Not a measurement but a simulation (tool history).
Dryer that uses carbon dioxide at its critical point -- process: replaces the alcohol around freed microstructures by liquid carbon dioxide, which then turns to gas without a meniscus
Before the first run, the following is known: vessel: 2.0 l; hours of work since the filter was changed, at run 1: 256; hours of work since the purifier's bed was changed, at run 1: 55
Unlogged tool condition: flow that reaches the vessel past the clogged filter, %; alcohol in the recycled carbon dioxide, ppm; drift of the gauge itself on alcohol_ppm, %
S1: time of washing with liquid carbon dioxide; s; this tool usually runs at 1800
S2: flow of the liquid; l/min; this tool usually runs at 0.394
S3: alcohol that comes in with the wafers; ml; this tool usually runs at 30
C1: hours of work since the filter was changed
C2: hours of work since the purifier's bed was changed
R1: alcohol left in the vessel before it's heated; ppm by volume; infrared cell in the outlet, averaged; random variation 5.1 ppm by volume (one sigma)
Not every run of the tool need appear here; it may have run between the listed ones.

run   hour    S1     S2  S3   C1   C2    R1
  1    0.0  1800  0.394  30  256   55    77
  2   14.1  1800  0.394  30  260   60    72
  3   25.9  1800  0.394  30  264   63    77
  4   35.6  1800  0.394  30  267   66    77
  5   43.0  1800  0.394  30  269   69    85
  6   55.2  1800  0.394  30  273   72    76
  7   68.7  1800  0.394  30  277   77    73
  8   78.4  1800  0.394  30  280   80    66
      87.2  -- inlet filter changed
  9   92.4  1800  0.394  30    2   84    61
 10  104.6  1800  0.394  30    5   88    55
 11  116.9  1800  0.394  30    9   91    57
 12  129.8  1800  0.394  30   13   95    65
 13  144.2  1800  0.394  30   18  100    57
 14  157.1  1800  0.306  30   22  104   185
 15  166.2  1800  0.306  30   25  107   189
 16  178.7  1800  0.306  30   28  111   178
 17  185.8  1800  0.306  30   31  113   186
 18  198.1  1800  0.306  30   35  117   201
 19  209.8  1800  0.394  79   38  120   138
 20  224.9  1800  0.394  79   43  125   140
 21  232.0  1800  0.394  30   45  127    61
 22  244.4  1800  0.394  30   49  131    67
 23  258.1  1800  0.394  30   53  135    58
 24  272.0  1800  0.356  23   57  140    83
 25  285.1  1800  0.356  23   62  144    81
 26  297.7  1800  0.356  23   65  148    92
 27  305.9  1800  0.356  23   68  150    84
 28  319.5  2880  0.384  23   72  154     8
 29  333.9  1320  0.394  64   77  159   495
 30  346.7  1200  0.243  36   81  163  1779
 31  361.5  1200  0.550  54   85  167   151
 32  372.3  1800  0.373  30   89  171    84
 33  382.2  1260  0.243  41   92  174  1848
 34  392.6  2040  0.387  40   95  177    56
 35  405.5  2220  0.519  21   99  181    10
 36  412.7  2220  0.519  21  101  183    19
 37  423.7  1200  0.346  30  105  187   569
 38  436.8  1200  0.346  30  109  191   566
 39  444.4  1260  0.397  34  111  193   321
 40  450.8  2460  0.286  34  113  195    87
 41  460.0  1140  0.417  21  116  198   252
 42  473.7  1140  0.417  21  120  202   263
 43  485.9  1320  0.309  60  124  206  1175
 44  499.0  1320  0.309  60  128  210  1228

The next listed run, before its measurement:
 45  512.4  1320  0.309  60  132  214   ?

Run 45 gave R1 1229 ppm by volume.
If the tool had no hidden condition, the same run with the same run-to-run variation would have returned R1 1112 ppm by volume.

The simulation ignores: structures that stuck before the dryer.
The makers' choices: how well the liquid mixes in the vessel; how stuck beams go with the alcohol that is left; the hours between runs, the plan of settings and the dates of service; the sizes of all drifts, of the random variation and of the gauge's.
